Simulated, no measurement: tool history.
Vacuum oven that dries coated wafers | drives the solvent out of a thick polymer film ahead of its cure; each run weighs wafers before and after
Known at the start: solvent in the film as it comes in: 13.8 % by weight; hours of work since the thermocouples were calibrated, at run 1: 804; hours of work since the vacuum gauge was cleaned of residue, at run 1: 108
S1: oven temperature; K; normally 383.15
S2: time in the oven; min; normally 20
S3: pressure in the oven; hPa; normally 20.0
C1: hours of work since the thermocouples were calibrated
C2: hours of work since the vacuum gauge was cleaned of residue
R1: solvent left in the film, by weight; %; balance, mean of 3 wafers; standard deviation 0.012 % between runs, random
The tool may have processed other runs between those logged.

run 1 day=0.000 | S1=383.15 S2=20 S3=20.0 | C1=804 C2=108 | R1=0.96
run 2 day=0.462 | S1=383.15 S2=20 S3=20.0 | C1=811 C2=115 | R1=0.96
run 3 day=1.400 | S1=382.15 S2=20 S3=20.0 | C1=825 C2=129 | R1=1.05
run 4 day=2.158 | S1=383.15 S2=20 S3=20.0 | C1=836 C2=140 | R1=0.98
run 5 day=2.854 | S1=383.15 S2=20 S3=50.8 | C1=846 C2=150 | R1=1.86
run 6 day=3.888 | S1=383.15 S2=20 S3=20.0 | C1=862 C2=166 | R1=0.96
run 7 day=4.442 | S1=374.15 S2=20 S3=20.0 | C1=870 C2=174 | R1=2.05
run 8 day=5.421 | S1=383.15 S2=17 S3=20.0 | C1=884 C2=188 | R1=1.19
run 9 day=6.262 | S1=383.15 S2=17 S3=20.0 | C1=897 C2=201 | R1=1.20
run 10 day=7.075 | S1=383.15 S2=17 S3=20.0 | C1=909 C2=213 | R1=1.17
run 11 day=8.117 | S1=383.15 S2=17 S3=20.0 | C1=924 C2=228 | R1=1.21
run 12 day=8.883 | S1=383.15 S2=17 S3=20.0 | C1=936 C2=240 | R1=1.19
run 13 day=9.917 | S1=383.15 S2=17 S3=20.0 | C1=951 C2=255 | R1=1.19
run 14 day=10.525 | S1=383.15 S2=17 S3=20.0 | C1=960 C2=264 | R1=1.21
run 15 day=11.171 | S1=383.15 S2=20 S3=20.0 | C1=970 C2=274 | R1=0.97
run 16 day=12.217 | S1=383.15 S2=20 S3=20.0 | C1=985 C2=289 | R1=0.98
run 17 day=12.721 | S1=383.15 S2=20 S3=20.0 | C1=993 C2=297 | R1=0.98
run 18 day=13.404 | S1=383.15 S2=20 S3=20.0 | C1=1003 C2=307 | R1=0.98
run 19 day=14.500 | S1=383.15 S2=20 S3=20.0 | C1=1019 C2=323 | R1=0.97
run 20 day=15.129 | S1=383.15 S2=20 S3=20.0 | C1=1028 C2=333 | R1=0.96
run 21 day=16.104 | S1=383.15 S2=20 S3=20.0 | C1=1043 C2=347 | R1=0.96
run 22 day=17.142 | S1=383.15 S2=20 S3=14.0 | C1=1058 C2=362 | R1=0.80
run 23 day=17.992 | S1=383.15 S2=29 S3=20.0 | C1=1071 C2=375 | R1=0.72
run 24 day=18.971 | S1=384.15 S2=10 S3=14.9 | C1=1085 C2=389 | R1=2.22
run 25 day=19.658 | S1=384.15 S2=10 S3=14.9 | C1=1096 C2=400 | R1=2.23
run 26 day=20.229 | S1=378.15 S2=16 S3=27.6 | C1=1104 C2=408 | R1=2.21
run 27 day=20.996 | S1=378.15 S2=16 S3=27.6 | C1=1116 C2=420 | R1=2.24
run 28 day=21.504 | S1=373.15 S2=12 S3=16.5 | C1=1123 C2=427 | R1=3.76
run 29 day=22.133 | S1=397.15 S2=36 S3=12.3 | C1=1132 C2=436 | R1=0.26
run 30 day=23.183 | S1=397.15 S2=36 S3=12.3 | C1=1148 C2=452 | R1=0.25
run 31 day=23.879 | S1=397.15 S2=36 S3=12.3 | C1=1158 C2=462 | R1=0.28
run 32 day=24.408 | S1=383.15 S2=25 S3=70.4 | C1=1166 C2=470 | R1=2.29
run 33 day=25.338 | S1=384.15 S2=28 S3=70.4 | C1=1180 C2=484 | R1=2.13
run 34 day=25.979 | S1=384.15 S2=28 S3=70.4 | C1=1189 C2=494 | R1=2.15
run 35 day=26.596 | S1=384.15 S2=13 S3=19.5 | C1=1199 C2=503 | R1=1.59
run 36 day=27.271 | S1=384.15 S2=13 S3=19.5 | C1=1209 C2=513 | R1=1.60
run 37 day=27.821 | S1=392.15 S2=13 S3=42.8 | C1=1217 C2=521 | R1=1.30
run 38 day=28.896 | S1=392.15 S2=13 S3=42.8 | C1=1233 C2=537 | R1=1.29
run 39 day=29.742 | S1=392.15 S2=13 S3=42.8 | C1=1245 C2=549 | R1=1.29
run 40 day=30.221 | S1=397.15 S2=17 S3=37.4 | C1=1252 C2=556 | R1=0.76
run 41 day=31.312 | S1=397.15 S2=17 S3=37.4 | C1=1269 C2=573 | R1=0.77
run 42 day=32.338 | S1=397.15 S2=20 S3=21.6 | C1=1284 C2=588 | R1=0.46
run 43 day=33.183 | S1=397.15 S2=20 S3=21.6 | C1=1296 C2=600 | R1=0.44
run 44 day=33.729 | S1=397.15 S2=20 S3=21.6 | C1=1305 C2=609 | R1=0.47
run 45 day=34.829 | S1=383.15 S2=20 S3=22.2 | C1=1321 C2=625 | R1=1.02

Alternative continuations, all from the tool just after run 45; predict every row:
run A day=35.562 | S1=393.15 S2=20 S3=32.8 | C1=1332 C2=636 | R1=?
run B day=35.562 | S1=381.15 S2=20 S3=20.0 | C1=1332 C2=636 | R1=?
run C day=35.562 | S1=383.15 S2=16 S3=31.1 | C1=1332 C2=636 | R1=?
run D day=35.562 | S1=383.15 S2=12 S3=11.8 | C1=1332 C2=636 | R1=?

run=A R1=0.78
run=B R1=1.13
run=C R1=1.60
run=D R1=1.72
With the hidden condition removed and each run's random variation left untouched, the same runs would have given:
run=A R1=0.78
run=B R1=1.19
run=C R1=1.71
run=D R1=1.87
